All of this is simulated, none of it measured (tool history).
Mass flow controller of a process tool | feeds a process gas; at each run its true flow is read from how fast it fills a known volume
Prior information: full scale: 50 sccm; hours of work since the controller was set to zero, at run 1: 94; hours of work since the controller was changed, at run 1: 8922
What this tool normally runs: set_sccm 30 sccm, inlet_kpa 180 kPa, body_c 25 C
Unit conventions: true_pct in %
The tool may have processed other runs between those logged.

run	day	set_sccm	inlet_kpa	body_c	hours of work since the controller was set to zero	hours of work since the controller was changed	true_pct
1	0	30	180	25	94	8922	102
2	7.746	30	180	29	236	9064	101.88
3	16.433	30	266	29	395	9223	102.5
4	26.6	30	180	25	581	9410	102.03
5	33.725	30	180	25	712	9540	102.07
6	40.467	30	180	25	836	9664	102.16
7	49.012	30	153	25	992	9821	101.9
8	57.038	30	238	25	1139	9968	102.62
9	64.079	30	238	25	1269	10097	102.66
10	69.488	10	238	25	1368	10196	101.11
# day 70.533: controller's zero set anew
11	74.825	10	238	25	79	10293	100.4
12	82.392	10	238	25	217	10432	100.37
13	92.579	32	251	30	404	10619	102.19
14	102.254	7	272	30	581	10796	99.16
15	113.75	30	193	29	792	11007	101.88
16	124.662	30	193	29	992	11207	101.98
# day 127.596: controller's zero set anew, once more
17	135.829	30	193	29	151	11411	102.81

4 ways to go on from here, each from the tool as it stands after run 17. What would each give?
A	146.6	7	254	21	348	11609	?
B	146.6	30	220	31	348	11609	?
C	146.6	11	180	25	348	11609	?
D	146.6	30	193	28	348	11609	?

run	true_pct
A	102.31
B	102.84
C	101.98
D	102.75
Had the tool no hidden state, the same runs would have come out as:
run	true_pct
A	99.03
B	99.19
C	98.52
D	99.1
